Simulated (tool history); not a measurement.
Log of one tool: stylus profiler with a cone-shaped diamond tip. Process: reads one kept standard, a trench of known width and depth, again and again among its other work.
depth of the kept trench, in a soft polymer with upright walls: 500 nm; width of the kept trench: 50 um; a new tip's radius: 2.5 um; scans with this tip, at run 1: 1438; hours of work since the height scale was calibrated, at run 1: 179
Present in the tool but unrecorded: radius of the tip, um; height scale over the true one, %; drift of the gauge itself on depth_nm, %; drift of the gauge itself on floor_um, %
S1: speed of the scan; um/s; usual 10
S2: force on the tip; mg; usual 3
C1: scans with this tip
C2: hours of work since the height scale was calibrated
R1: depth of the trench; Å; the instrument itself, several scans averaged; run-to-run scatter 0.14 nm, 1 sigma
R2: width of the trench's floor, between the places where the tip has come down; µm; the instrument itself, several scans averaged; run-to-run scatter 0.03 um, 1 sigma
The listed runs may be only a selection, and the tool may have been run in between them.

run	day	S1	S2	C1	C2	R1	R2
1	0	10	3	1438	179	5072.3	46.79
2	0.329	10	3	1480	184	5071.7	46.78
3	0.721	10	3	1531	190	5070.6	46.78
4	1.5	10	3	1631	203	5071.5	46.82
5	1.85	10	3	1676	208	5071.1	46.74
6	2.404	10	3	1747	217	5068.9	46.78
7	2.792	10	3	1796	223	5070.5	46.71
8	3.567	10	3	1896	235	5069.9	46.78
9	4.342	10	3	1995	248	5072.5	46.76
10	4.971	10	3	2075	258	5070	46.76
11	5.567	10	1.11	2152	267	5036.1	46.75
12	6.062	10	1.11	2215	275	5033.9	46.74
13	6.842	10	1.11	2315	288	5032.8	46.74
14	7.454	10	1.11	2394	297	5035	46.67
15	7.775	4	8.86	2435	302	5150.5	46.73
16	8.279	9	7.94	2500	310	5136.2	46.75
# day 8.367: height scale calibrated on a step standard
17	8.842	18	1.96	2569	8	5048.5	46.69
18	9.533	21	3.9	2658	19	5080.7	46.65
# day 9.846: height scale calibrated on a step standard, once more
19	10.046	21	3.9	2721	3	5090.2	46.63
20	10.396	4	7.86	2766	9	5142.7	46.7
21	10.754	6	3	2812	14	5074.2	46.68

Predict the results of run 22:
22	11.167	23	8.81	2865	21	?	?

For run 22 the tool returned R1 5155.5 Å, R2 46.65 µm.
Minus the tool's unlogged condition, the same run would have read R1 5152.9 Å, R2 46.95 µm.
